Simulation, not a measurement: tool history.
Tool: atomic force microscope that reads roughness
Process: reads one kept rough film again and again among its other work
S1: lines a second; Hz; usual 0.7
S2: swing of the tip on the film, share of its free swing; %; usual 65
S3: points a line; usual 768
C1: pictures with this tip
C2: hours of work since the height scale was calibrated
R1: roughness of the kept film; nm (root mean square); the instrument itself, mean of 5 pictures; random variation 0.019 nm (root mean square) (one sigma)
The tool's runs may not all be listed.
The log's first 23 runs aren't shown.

run,day,S1,S2,S3,C1,C2,R1
# day 6.854: height scale calibrated on a step standard
24,7.033,0.7,61,768,54,2,4.29
25,7.238,0.7,61,768,61,4,4.244
26,7.629,0.7,61,768,74,8,4.131
27,7.804,0.68,65,342,80,9,4.04
28,8.071,0.68,65,342,89,12,4
29,8.262,0.536,65,338,96,14,3.972
30,8.621,0.536,65,338,108,17,3.882
31,8.804,0.536,65,338,114,19,3.873
# day 9.092: height scale calibrated on a step standard, once more
32,9.129,2.279,65,317,124,0,3.659
33,9.488,2.279,65,317,136,4,3.59
34,9.679,2.279,65,317,142,6,3.525
35,9.975,0.7,65,517,152,9,3.63
36,10.279,1.003,68,315,162,12,3.547
37,10.496,1.003,68,315,170,14,3.494
38,10.862,1.003,68,315,182,18,3.439

The next listed run, before its measurement:
# day 11.075: new tip fitted
39,11.142,1.003,68,315,2,20,?

R1: 4.578 nm (root mean square)
Without the tool's hidden state the same run would have given R1 4.595 nm (root mean square).
